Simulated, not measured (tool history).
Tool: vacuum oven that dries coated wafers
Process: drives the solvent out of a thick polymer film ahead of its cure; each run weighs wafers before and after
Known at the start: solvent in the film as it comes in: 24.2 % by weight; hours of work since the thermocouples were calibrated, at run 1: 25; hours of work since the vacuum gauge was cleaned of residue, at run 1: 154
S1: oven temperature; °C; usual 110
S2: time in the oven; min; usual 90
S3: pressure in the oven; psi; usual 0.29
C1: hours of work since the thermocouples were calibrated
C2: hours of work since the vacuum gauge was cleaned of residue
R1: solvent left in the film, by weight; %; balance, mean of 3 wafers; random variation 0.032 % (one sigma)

run 1 day=0 | S1=110 S2=90 S3=0.29 | C1=25 C2=154 | R1=2.14
run 2 day=0.312 | S1=110 S2=59 S3=0.29 | C1=31 C2=160 | R1=4.12
run 3 day=0.842 | S1=110 S2=59 S3=0.29 | C1=40 C2=169 | R1=4.13
run 4 day=1.421 | S1=110 S2=59 S3=0.29 | C1=51 C2=180 | R1=4.09
run 5 day=1.8 | S1=110 S2=59 S3=0.29 | C1=58 C2=187 | R1=4.11
-- day=1.904 vacuum gauge cleaned of residue and calibrated
run 6 day=2.479 | S1=110 S2=90 S3=0.508 | C1=69 C2=10 | R1=2.82
run 7 day=2.8 | S1=110 S2=90 S3=0.29 | C1=75 C2=16 | R1=2.25
run 8 day=3.058 | S1=113 S2=145 S3=0.29 | C1=79 C2=21 | R1=1.01
run 9 day=3.342 | S1=114 S2=90 S3=0.29 | C1=85 C2=26 | R1=1.46
run 10 day=3.971 | S1=114 S2=90 S3=0.29 | C1=96 C2=38 | R1=1.48
run 11 day=4.238 | S1=114 S2=90 S3=0.29 | C1=101 C2=42 | R1=1.48
run 12 day=4.867 | S1=114 S2=90 S3=0.29 | C1=112 C2=54 | R1=1.52
-- day=5.479 vacuum gauge cleaned of residue and calibrated, once more
run 13 day=5.492 | S1=123 S2=50 S3=1.12 | C1=123 C2=0 | R1=3.01

Forecast each of these 3 alternatives for the next run:
run A day=5.867 | S1=97 S2=75 S3=0.27 | C1=129 C2=7 | R1=?
run B day=5.867 | S1=98 S2=142 S3=0.808 | C1=129 C2=7 | R1=?
run C day=5.867 | S1=105 S2=91 S3=1.12 | C1=129 C2=7 | R1=?

run=A R1=8.4
run=B R1=6.41
run=C R1=6.65
Without the tool's hidden state the same runs would have given:
run=A R1=8.26
run=B R1=6.28
run=C R1=6.53
